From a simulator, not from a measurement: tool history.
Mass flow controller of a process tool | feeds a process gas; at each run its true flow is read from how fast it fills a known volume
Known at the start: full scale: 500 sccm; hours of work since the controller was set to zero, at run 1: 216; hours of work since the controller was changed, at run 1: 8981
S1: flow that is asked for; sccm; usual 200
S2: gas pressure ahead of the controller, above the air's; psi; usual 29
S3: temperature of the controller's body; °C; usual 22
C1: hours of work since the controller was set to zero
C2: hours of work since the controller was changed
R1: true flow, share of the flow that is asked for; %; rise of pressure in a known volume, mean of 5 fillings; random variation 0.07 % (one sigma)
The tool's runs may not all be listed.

run,hour,S1,S2,S3,C1,C2,R1
1,0,200,29,22,216,8981,99.81
2,463.6,200,29,22,470,9235,100.19
3,847.4,200,29,22,681,9446,100.3
4,1187.8,200,36.3,22,868,9633,100.24
5,1707,200,29,22,1153,9918,100.75
6,2033.2,200,29,22,1332,10097,100.85
7,2485.6,200,29,22,1580,10345,101.26
8,2717,200,29,22,1707,10472,101.24
9,3210.2,200,29,22,1978,10743,101.48
10,3756.6,200,29,23,2278,11043,101.65
11,4211.1,200,29,23,2527,11293,102
12,4717.7,200,29,23,2806,11571,102.3
13,5207.4,200,29,23,3074,11840,102.6
14,5770.9,200,21.3,23,3384,12149,103.06
15,6216.7,200,29,22,3629,12394,103.06
16,6660.2,200,29,22,3872,12637,103.26
# hour 6966.7: controller's zero set anew
17,7211.9,200,29,24,135,12940,100.12
18,7717.6,200,29,24,412,13218,100.4
19,8044.5,200,29,24,592,13397,100.58
20,8358.5,200,29,22,764,13569,100.68
21,8731.1,67,29,22,969,13774,101.99
22,9028.9,67,29,22,1132,13937,102.4
23,9333.1,67,29,22,1299,14104,102.86
24,9849.8,67,40,22,1583,14388,103.32
25,10297.4,100,29,22,1829,14634,102.73
26,10532.2,100,24.5,22,1957,14763,103.25
# hour 10689.1: controller exchanged for a calibrated one
27,10885.5,100,24.5,22,108,108,98.76
28,11251.1,148,31.5,22,309,309,99
29,11808.2,200,30.3,33,614,614,99.07
30,12327.5,200,30.3,33,899,899,99.31
31,12873.7,154,21.6,37,1199,1199,99.84
32,13418.1,349,39.6,32,1498,1498,99.63
33,13955.9,349,39.6,32,1793,1793,99.9
34,14503.2,424,24.2,32,2094,2094,100.77
35,14854.8,200,22.3,22,2287,2287,100.96
36,15143.3,440,24.1,22,2445,2445,101.01
37,15569,392,24.1,37,2679,2679,100.82
38,15853.9,392,24.1,37,2835,2835,100.77
39,16092.4,200,29.3,22,2966,2966,101.29
40,16543.3,200,29.3,26,3214,3214,101.76
41,16935.7,148,30.9,22,3429,3429,102.52
42,17333,148,30.9,22,3648,3648,102.86
43,17612.9,148,30.9,22,3801,3801,102.99
# hour 18041.4: controller's zero set anew
44,18049.5,148,30.9,22,4,4041,99
45,18581.4,146,24.8,40,296,4333,98.92
46,19020.3,200,22.5,27,537,4574,99.79
47,19488.7,472,40.2,31,795,4831,100.14
48,20049,115,40.5,34,1102,5138,99.85

Measured less the same run without the tool's hidden state. The same run-to-run variation is in both; the gauge's scatter may not be:
The hidden state here: flow at rest that the sensor doesn't see, % of full scale; true flow over the shown one, %; drift of the gauge itself on true_pct, %.
run,R1
1,+1.12
2,+1.35
3,+1.55
4,+1.72
5,+1.96
6,+2.12
7,+2.34
8,+2.46
9,+2.69
10,+2.96
11,+3.21
12,+3.47
13,+3.71
14,+3.99
15,+4.22
16,+4.44
17,+1.43
18,+1.66
19,+1.83
20,+1.99
21,+3.78
22,+4.18
23,+4.62
24,+5.41
25,+4.49
26,+4.71
27,+0.3
28,+0.45
29,+0.61
30,+0.84
31,+1.42
32,+0.85
33,+1
34,+0.98
35,+2.08
36,+1.11
37,+1.35
38,+1.43
39,+2.71
40,+2.94
41,+4.12
42,+4.39
43,+4.54
44,+0.51
45,+0.83
46,+0.91
47,+0.71
48,+2.13

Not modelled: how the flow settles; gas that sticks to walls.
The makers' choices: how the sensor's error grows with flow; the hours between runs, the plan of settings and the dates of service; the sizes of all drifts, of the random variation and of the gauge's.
